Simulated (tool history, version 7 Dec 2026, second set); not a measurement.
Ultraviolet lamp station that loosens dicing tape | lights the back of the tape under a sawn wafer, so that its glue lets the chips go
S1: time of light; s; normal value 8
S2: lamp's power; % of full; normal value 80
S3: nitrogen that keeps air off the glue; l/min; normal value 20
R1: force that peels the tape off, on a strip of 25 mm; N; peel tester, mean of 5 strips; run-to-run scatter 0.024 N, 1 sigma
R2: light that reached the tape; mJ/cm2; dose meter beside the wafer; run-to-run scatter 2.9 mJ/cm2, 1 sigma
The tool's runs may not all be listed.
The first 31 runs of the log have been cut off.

| run | hour | S1 | S2 | S3 | R1 | R2 |
|---|---|---|---|---|---|---|
| 32 | 465.2 | 15 | 80 | 9 | 0.696 | 680 |
| 33 | 474.1 | 10 | 80 | 11 | 1.476 | 459 |
| 34 | 489 | 16 | 80 | 22 | 0.347 | 716 |
| 35 | 504.8 | 6 | 80 | 12 | 3.258 | 267 |
| 36 | 522.9 | 6 | 63 | 29 | 3.22 | 210 |
| 37 | 540.3 | 6 | 63 | 29 | 3.349 | 210 |
| 38 | 556.8 | 5 | 80 | 20 | 3.363 | 221 |
| 39 | 567.6 | 5 | 80 | 20 | 3.493 | 219 |
| 40 | 576.7 | 8 | 65 | 17 | 2.562 | 281 |
| 41 | 589 | 9 | 80 | 20 | 1.372 | 391 |
| 42 | 610.6 | 7 | 67 | 20 | 2.883 | 258 |
| 43 | 621.6 | 7 | 67 | 20 | 2.82 | 252 |
| 44 | 636 | 6 | 80 | 17 | 2.938 | 257 |

What if the next run were any one of these 4? Each begins from the tool's condition after run 44:
| A | 650.3 | 8 | 80 | 30 | ? | ? |
| B | 650.3 | 10 | 61 | 17 | ? | ? |
| C | 650.3 | 6 | 69 | 35 | ? | ? |
| D | 650.3 | 9 | 63 | 13 | ? | ? |

| run | R1 | R2 |
|---|---|---|
| A | 1.478 | 340 |
| B | 2.126 | 322 |
| C | 2.896 | 217 |
| D | 2.777 | 304 |
What these runs would have given with no unlogged condition in the tool:
| run | R1 | R2 |
|---|---|---|
| A | 0.956 | 420 |
| B | 1.455 | 398 |
| C | 2.114 | 269 |
| D | 1.987 | 375 |
